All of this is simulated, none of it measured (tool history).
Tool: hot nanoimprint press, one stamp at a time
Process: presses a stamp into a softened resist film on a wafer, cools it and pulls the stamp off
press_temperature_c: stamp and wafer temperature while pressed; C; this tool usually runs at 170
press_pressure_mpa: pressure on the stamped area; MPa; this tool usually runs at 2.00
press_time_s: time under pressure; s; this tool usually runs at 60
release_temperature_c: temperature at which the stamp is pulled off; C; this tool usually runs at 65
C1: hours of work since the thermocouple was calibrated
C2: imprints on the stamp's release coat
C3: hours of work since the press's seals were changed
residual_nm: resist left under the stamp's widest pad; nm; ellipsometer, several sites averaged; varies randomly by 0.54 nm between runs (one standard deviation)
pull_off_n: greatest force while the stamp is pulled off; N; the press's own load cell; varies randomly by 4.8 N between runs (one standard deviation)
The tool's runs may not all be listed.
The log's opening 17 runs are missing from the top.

{"hour": 688.2, "done": "plate thermocouple calibrated"}
{"run": 18, "hour": 701.2, "press_temperature_c": 159, "press_pressure_mpa": 2.5, "press_time_s": 105, "release_temperature_c": 65, "C1": 10, "C2": 659, "C3": 849, "residual_nm": 167.5, "pull_off_n": 235}
{"run": 19, "hour": 756.3, "press_temperature_c": 159, "press_pressure_mpa": 1.93, "press_time_s": 105, "release_temperature_c": 55, "C1": 52, "C2": 901, "C3": 891, "residual_nm": 185.7, "pull_off_n": 266}
{"hour": 773.9, "done": "stamp cleaned and given a new release coat"}
{"run": 20, "hour": 811.9, "press_temperature_c": 159, "press_pressure_mpa": 1.93, "press_time_s": 105, "release_temperature_c": 68, "C1": 89, "C2": 167, "C3": 929, "residual_nm": 185.9, "pull_off_n": 214}
{"hour": 827.8, "done": "press's hydraulic seals changed and the load cell set to zero"}
{"run": 21, "hour": 868.1, "press_temperature_c": 159, "press_pressure_mpa": 2.63, "press_time_s": 79, "release_temperature_c": 68, "C1": 126, "C2": 378, "C3": 31, "residual_nm": 175.5, "pull_off_n": 229}
{"run": 22, "hour": 921.0, "press_temperature_c": 169, "press_pressure_mpa": 2.63, "press_time_s": 79, "release_temperature_c": 51, "C1": 166, "C2": 610, "C3": 71, "residual_nm": 114.8, "pull_off_n": 273}
{"run": 23, "hour": 956.3, "press_temperature_c": 169, "press_pressure_mpa": 2.63, "press_time_s": 79, "release_temperature_c": 51, "C1": 193, "C2": 765, "C3": 98, "residual_nm": 114.2, "pull_off_n": 278}
{"hour": 1005.7, "done": "stamp cleaned and given a new release coat"}
{"run": 24, "hour": 1013.9, "press_temperature_c": 169, "press_pressure_mpa": 2.63, "press_time_s": 79, "release_temperature_c": 51, "C1": 232, "C2": 36, "C3": 137, "residual_nm": 114.4, "pull_off_n": 277}
{"run": 25, "hour": 1058.0, "press_temperature_c": 180, "press_pressure_mpa": 2.71, "press_time_s": 60, "release_temperature_c": 65, "C1": 266, "C2": 229, "C3": 170, "residual_nm": 75.4, "pull_off_n": 236}
{"run": 26, "hour": 1097.1, "press_temperature_c": 162, "press_pressure_mpa": 2.0, "press_time_s": 60, "release_temperature_c": 65, "C1": 296, "C2": 401, "C3": 200, "residual_nm": 186.7, "pull_off_n": 234}
{"run": 27, "hour": 1135.6, "press_temperature_c": 170, "press_pressure_mpa": 2.0, "press_time_s": 84, "release_temperature_c": 65, "C1": 325, "C2": 570, "C3": 229, "residual_nm": 124.7, "pull_off_n": 245}
{"run": 28, "hour": 1162.9, "press_temperature_c": 158, "press_pressure_mpa": 2.0, "press_time_s": 43, "release_temperature_c": 65, "C1": 346, "C2": 690, "C3": 250, "residual_nm": 216.8, "pull_off_n": 231}
{"hour": 1208.6, "done": "plate thermocouple calibrated"}
{"run": 29, "hour": 1208.6, "press_temperature_c": 158, "press_pressure_mpa": 2.0, "press_time_s": 43, "release_temperature_c": 65, "C1": 0, "C2": 877, "C3": 283, "residual_nm": 216.2, "pull_off_n": 238}
{"hour": 1229.5, "done": "stamp cleaned and given a new release coat"}
{"run": 30, "hour": 1260.4, "press_temperature_c": 173, "press_pressure_mpa": 2.02, "press_time_s": 43, "release_temperature_c": 67, "C1": 35, "C2": 136, "C3": 317, "residual_nm": 134.4, "pull_off_n": 227}

Forecast each of these 3 alternatives for the next run:
{"run": "A", "hour": 1317.0, "press_temperature_c": 178, "press_pressure_mpa": 3.07, "press_time_s": 86, "release_temperature_c": 65, "C1": 78, "C2": 384, "C3": 360, "residual_nm": "?", "pull_off_n": "?"}
{"run": "B", "hour": 1317.0, "press_temperature_c": 173, "press_pressure_mpa": 2.02, "press_time_s": 66, "release_temperature_c": 67, "C1": 78, "C2": 384, "C3": 360, "residual_nm": "?", "pull_off_n": "?"}
{"run": "C", "hour": 1317.0, "press_temperature_c": 170, "press_pressure_mpa": 2.0, "press_time_s": 60, "release_temperature_c": 70, "C1": 78, "C2": 384, "C3": 360, "residual_nm": "?", "pull_off_n": "?"}

run=A residual_nm=67.3 pull_off_n=232
run=B residual_nm=118.2 pull_off_n=240
run=C residual_nm=138.5 pull_off_n=222
Without the tool's hidden state the same runs would have given:
run=A residual_nm=67.2 pull_off_n=230
run=B residual_nm=118.1 pull_off_n=238
run=C residual_nm=138.4 pull_off_n=221
